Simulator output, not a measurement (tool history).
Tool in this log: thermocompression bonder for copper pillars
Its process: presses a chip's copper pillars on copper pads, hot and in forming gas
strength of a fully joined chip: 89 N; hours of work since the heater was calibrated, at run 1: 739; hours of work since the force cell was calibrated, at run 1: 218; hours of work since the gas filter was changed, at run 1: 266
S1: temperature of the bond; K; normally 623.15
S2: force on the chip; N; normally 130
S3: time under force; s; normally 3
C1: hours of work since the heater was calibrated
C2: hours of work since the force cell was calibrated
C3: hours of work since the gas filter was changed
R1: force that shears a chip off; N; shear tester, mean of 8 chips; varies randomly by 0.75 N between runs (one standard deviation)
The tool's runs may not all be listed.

| run | hour | S1 | S2 | S3 | C1 | C2 | C3 | R1 |
|---|---|---|---|---|---|---|---|---|
| 1 | 0 | 623.15 | 130 | 3 | 739 | 218 | 266 | 53.3 |
| 2 | 14.9 | 623.15 | 130 | 3 | 746 | 225 | 273 | 53.8 |
| 3 | 28.4 | 610.15 | 130 | 3 | 752 | 231 | 279 | 46.5 |
| 4 | 42.1 | 610.15 | 130 | 3 | 758 | 237 | 285 | 47.1 |
| 5 | 65.7 | 623.15 | 130 | 2 | 768 | 247 | 295 | 46.1 |
| 6 | 91.3 | 637.15 | 130 | 2 | 779 | 259 | 307 | 50 |
| 7 | 108.2 | 637.15 | 130 | 2 | 787 | 266 | 314 | 50.1 |
| 8 | 133.7 | 637.15 | 130 | 2 | 798 | 278 | 325 | 50.9 |
| 9 | 154.8 | 623.15 | 130 | 3 | 808 | 287 | 335 | 51.8 |
| 10 | 172.7 | 623.15 | 130 | 3 | 816 | 295 | 343 | 49.6 |
|  | 176.3 | force cell calibrated |
| 11 | 190.5 | 623.15 | 130 | 3 | 823 | 6 | 350 | 50.6 |
|  | 197.3 | forming gas filter changed |
| 12 | 212.4 | 623.15 | 130 | 3 | 832 | 16 | 7 | 55.7 |
|  | 224.7 | force cell calibrated, once more |
| 13 | 240.2 | 623.15 | 130 | 3 | 844 | 7 | 18 | 56.7 |
| 14 | 266.1 | 607.15 | 130 | 3 | 856 | 18 | 30 | 49.4 |
| 15 | 288.9 | 607.15 | 130 | 3 | 866 | 29 | 40 | 48.2 |
| 16 | 307.5 | 607.15 | 130 | 3 | 874 | 37 | 48 | 49 |
| 17 | 319.3 | 607.15 | 130 | 3 | 879 | 42 | 54 | 50 |
| 18 | 333.1 | 607.15 | 100 | 3 | 885 | 48 | 60 | 38 |
| 19 | 344.8 | 607.15 | 100 | 3 | 890 | 53 | 65 | 37.9 |

Estimate the outcome of run 20 from the log above:
| 20 | 367.5 | 617.15 | 80 | 3 | 901 | 63 | 75 | ? |

Logged for run 20: R1 34.1 N.
With the hidden condition absent and the run-to-run variation left alone, this run would have shown R1 33.6 N.
